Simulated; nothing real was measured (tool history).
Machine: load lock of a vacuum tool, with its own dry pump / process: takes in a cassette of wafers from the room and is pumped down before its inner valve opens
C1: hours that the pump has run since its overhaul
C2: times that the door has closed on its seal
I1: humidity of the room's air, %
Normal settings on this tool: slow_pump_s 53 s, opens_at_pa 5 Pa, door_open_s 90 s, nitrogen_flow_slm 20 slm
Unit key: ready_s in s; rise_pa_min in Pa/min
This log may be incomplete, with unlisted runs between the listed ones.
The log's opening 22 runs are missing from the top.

run 23 hour=6087.0 | slow_pump_s=79 opens_at_pa=8 door_open_s=89 nitrogen_flow_slm=30 | C1=6087 C2=57470 | I1=48.4 | ready_s=106.6 rise_pa_min=0.173
-- hour=6169.8 door's seal changed, seat wiped
run 24 hour=6418.6 | slow_pump_s=79 opens_at_pa=8 door_open_s=89 nitrogen_flow_slm=30 | C1=6417 C2=1201 | I1=41.6 | ready_s=107.6 rise_pa_min=0.034
run 25 hour=6721.9 | slow_pump_s=54 opens_at_pa=7 door_open_s=89 nitrogen_flow_slm=30 | C1=6720 C2=2667 | I1=42.0 | ready_s=87.3 rise_pa_min=0.031
run 26 hour=7019.9 | slow_pump_s=54 opens_at_pa=7 door_open_s=89 nitrogen_flow_slm=30 | C1=7018 C2=4107 | I1=40.8 | ready_s=87.7 rise_pa_min=0.032
run 27 hour=7324.4 | slow_pump_s=78 opens_at_pa=9 door_open_s=89 nitrogen_flow_slm=7 | C1=7323 C2=5578 | I1=42.9 | ready_s=106.2 rise_pa_min=0.072
run 28 hour=7590.6 | slow_pump_s=60 opens_at_pa=5 door_open_s=89 nitrogen_flow_slm=7 | C1=7589 C2=6864 | I1=44.5 | ready_s=95.3 rise_pa_min=0.072
run 29 hour=7903.7 | slow_pump_s=60 opens_at_pa=5 door_open_s=89 nitrogen_flow_slm=7 | C1=7902 C2=8376 | I1=47.4 | ready_s=94.0 rise_pa_min=0.077
run 30 hour=8275.8 | slow_pump_s=72 opens_at_pa=8 door_open_s=79 nitrogen_flow_slm=7 | C1=8274 C2=10174 | I1=44.5 | ready_s=103.8 rise_pa_min=0.072
run 31 hour=8623.3 | slow_pump_s=72 opens_at_pa=8 door_open_s=79 nitrogen_flow_slm=7 | C1=8622 C2=11853 | I1=44.0 | ready_s=103.4 rise_pa_min=0.065
run 32 hour=8815.8 | slow_pump_s=90 opens_at_pa=5 door_open_s=176 nitrogen_flow_slm=6 | C1=8814 C2=12783 | I1=46.2 | ready_s=120.5 rise_pa_min=0.113
run 33 hour=9182.7 | slow_pump_s=90 opens_at_pa=5 door_open_s=176 nitrogen_flow_slm=6 | C1=9181 C2=14555 | I1=42.9 | ready_s=119.5 rise_pa_min=0.112
run 34 hour=9431.5 | slow_pump_s=90 opens_at_pa=5 door_open_s=176 nitrogen_flow_slm=6 | C1=9430 C2=15757 | I1=44.5 | ready_s=119.4 rise_pa_min=0.113
run 35 hour=9671.7 | slow_pump_s=50 opens_at_pa=6 door_open_s=59 nitrogen_flow_slm=42 | C1=9670 C2=16918 | I1=47.2 | ready_s=87.9 rise_pa_min=0.044
run 36 hour=10040.5 | slow_pump_s=50 opens_at_pa=6 door_open_s=59 nitrogen_flow_slm=42 | C1=10039 C2=18700 | I1=47.0 | ready_s=87.7 rise_pa_min=0.045
run 37 hour=10228.3 | slow_pump_s=50 opens_at_pa=6 door_open_s=59 nitrogen_flow_slm=42 | C1=10227 C2=19607 | I1=47.6 | ready_s=88.0 rise_pa_min=0.047

4 options for the next run, each taken on its own from the tool as it stands now. Forecast them:
run A hour=10503.0 | slow_pump_s=60 opens_at_pa=9 door_open_s=157 nitrogen_flow_slm=42 | C1=10502 C2=20934 | I1=43.8 | ready_s=? rise_pa_min=?
run B hour=10503.0 | slow_pump_s=50 opens_at_pa=6 door_open_s=98 nitrogen_flow_slm=42 | C1=10502 C2=20934 | I1=41.6 | ready_s=? rise_pa_min=?
run C hour=10503.0 | slow_pump_s=79 opens_at_pa=5 door_open_s=59 nitrogen_flow_slm=7 | C1=10502 C2=20934 | I1=44.4 | ready_s=? rise_pa_min=?
run D hour=10503.0 | slow_pump_s=40 opens_at_pa=5 door_open_s=90 nitrogen_flow_slm=20 | C1=10502 C2=20934 | I1=45.1 | ready_s=? rise_pa_min=?

run=A ready_s=94.5 rise_pa_min=0.058
run=B ready_s=89.1 rise_pa_min=0.057
run=C ready_s=112.4 rise_pa_min=0.079
run=D ready_s=81.2 rise_pa_min=0.066
Take away the tool's hidden state, keep each run's random variation, and the runs would have read:
run=A ready_s=85.7 rise_pa_min=0.031
run=B ready_s=79.1 rise_pa_min=0.030
run=C ready_s=103.7 rise_pa_min=0.052
run=D ready_s=70.5 rise_pa_min=0.039
